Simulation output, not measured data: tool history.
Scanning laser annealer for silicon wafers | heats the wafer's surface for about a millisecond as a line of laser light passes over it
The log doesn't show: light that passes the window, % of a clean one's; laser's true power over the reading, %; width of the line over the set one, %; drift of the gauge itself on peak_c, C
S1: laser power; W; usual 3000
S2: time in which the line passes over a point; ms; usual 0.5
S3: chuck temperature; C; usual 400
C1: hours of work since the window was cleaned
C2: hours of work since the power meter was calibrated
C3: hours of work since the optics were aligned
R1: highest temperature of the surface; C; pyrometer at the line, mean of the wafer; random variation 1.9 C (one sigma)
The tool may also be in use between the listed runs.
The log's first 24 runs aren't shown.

run   hour    S1     S2   S3   C1    C2    C3    R1
     534.6  -- window over the wafer cleaned
 25    553  2843  0.612  378   14   948  1226  1226
 26    567  2780    0.5  405   25   959  1236  1147
 27  598.1  3102   0.49  412   49   982  1260  1243
 28  623.7  2610    0.5  400   68  1002  1280  1084
 29  641.3  2610    0.5  400   82  1015  1293  1082
     648.9  -- optics aligned, line set to its width
 30  669.4  2910  0.386  379   99  1033    16  1065
 31  689.5  2914  0.444  393  115  1048    31  1134
 32  717.1  2946  0.517  400  136  1069    52  1217
 33    731  3223  0.581  434  146  1080    63  1404

Forecast each of these 3 alternatives for the next run:
  A  762.2  3061  0.606  434  170  1104  87   ?
  B  762.2  3021    0.5  421  170  1104  87   ?
  C  762.2  2825  0.435  370  170  1104  87   ?

run    R1
  A  1362
  B  1245
  C  1072
Without the tool's hidden state the same runs would have given:
run    R1
  A  1379
  B  1260
  C  1085

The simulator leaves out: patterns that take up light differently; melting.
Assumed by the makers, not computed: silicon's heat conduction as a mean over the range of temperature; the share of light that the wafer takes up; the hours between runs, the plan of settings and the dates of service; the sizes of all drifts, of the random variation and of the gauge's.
